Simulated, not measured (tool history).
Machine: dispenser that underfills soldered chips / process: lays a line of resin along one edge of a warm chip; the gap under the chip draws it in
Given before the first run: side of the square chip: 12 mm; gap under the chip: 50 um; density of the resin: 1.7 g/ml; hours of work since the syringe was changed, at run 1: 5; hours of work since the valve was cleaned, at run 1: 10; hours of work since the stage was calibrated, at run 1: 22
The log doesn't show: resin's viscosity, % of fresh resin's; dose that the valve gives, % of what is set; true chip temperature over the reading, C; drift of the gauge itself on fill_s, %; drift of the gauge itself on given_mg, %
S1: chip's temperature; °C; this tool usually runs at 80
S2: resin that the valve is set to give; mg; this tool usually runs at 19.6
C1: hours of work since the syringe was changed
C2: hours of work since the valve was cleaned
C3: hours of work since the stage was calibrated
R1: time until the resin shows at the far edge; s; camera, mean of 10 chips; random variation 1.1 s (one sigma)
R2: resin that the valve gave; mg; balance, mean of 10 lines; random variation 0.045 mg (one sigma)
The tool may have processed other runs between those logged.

run,hour,S1,S2,C1,C2,C3,R1,R2
1,0.0,80,19.6,5,10,22,120.5,19.52
2,4.0,80,19.6,7,12,25,134.4,19.46
# hour 8.4: new syringe of resin
3,11.1,80,19.6,2,16,29,105.9,19.39
4,16.5,80,19.6,5,19,32,119.2,19.37
5,19.9,80,19.6,7,22,34,129.5,19.45
6,23.5,80,19.6,9,24,37,141.5,19.32
# hour 24.7: new syringe of resin
7,26.7,80,19.6,1,26,38,107.1,19.31
8,32.4,80,19.6,5,29,42,120.4,19.34
9,36.2,79,19.6,7,31,44,139.3,19.23
10,39.0,80,25.1,9,33,46,140.9,24.74
# hour 41.1: new syringe of resin
11,43.5,80,25.1,1,36,48,106.2,24.61
12,49.9,70,19.6,5,40,52,208.8,19.24
13,54.1,80,19.6,8,42,55,139.8,19.29
# hour 57.4: new syringe of resin
14,59.1,80,18.2,1,45,58,103.9,17.87
# hour 66.5: dispensing valve cleaned and set on the balance
15,66.5,80,18.2,5,0,62,121.0,18.29
16,71.8,80,18.2,8,3,65,137.8,18.16
# hour 74.8: new syringe of resin
17,78.3,80,18.2,2,7,69,110.8,18.11
18,82.8,80,19.7,5,10,72,123.7,19.66
19,89.3,80,19.7,9,14,76,144.8,19.64
# hour 91.0: new syringe of resin
20,95.4,71,24.9,3,17,79,172.4,24.78
21,101.4,76,22.2,6,21,83,154.3,21.97
# hour 107.4: new syringe of resin
22,107.7,81,17.0,0,25,86,97.3,16.89
23,114.0,81,17.0,4,29,90,115.0,16.86
24,118.7,81,17.0,7,31,93,126.3,16.86
# hour 123.9: new syringe of resin
25,125.0,89,17.0,1,35,97,69.3,16.82
26,128.9,71,19.6,3,37,99,181.3,19.48
27,134.3,71,19.6,6,41,103,202.0,19.35
# hour 140.0: new syringe of resin
28,140.7,91,19.1,0,45,106,60.6,18.75
29,147.6,90,23.5,5,49,111,74.1,23.16
# hour 149.3: dispensing valve cleaned and set on the balance
30,153.8,83,16.8,8,3,114,121.7,16.79
# hour 157.5: new syringe of resin
31,159.8,95,23.0,1,6,117,51.9,23.08
32,164.0,65,25.2,4,9,120,245.7,25.17
33,166.8,74,22.5,6,11,122,167.6,22.39
34,171.1,74,22.5,8,13,124,186.1,22.46
# hour 173.9: new syringe of resin
35,175.8,83,17.9,1,16,127,93.6,17.86

Consider 5 possible next runs. They are alternatives, not a sequence: every one starts from the tool as it was left by run 35. What does each give?
A,179.7,71,17.9,4,18,129,?,?
B,179.7,85,23.4,4,18,129,?,?
C,179.7,67,18.6,4,18,129,?,?
D,179.7,91,16.9,4,18,129,?,?
E,179.7,70,17.9,4,18,129,?,?

run,R1,R2
A,184.1,17.83
B,91.4,23.43
C,227.2,18.52
D,70.3,16.79
E,194.1,17.86
Had the tool no hidden state, the same runs would have come out as:
run,R1,R2
A,162.3,17.91
B,80.7,23.53
C,200.4,18.61
D,61.9,16.87
E,171.2,17.94
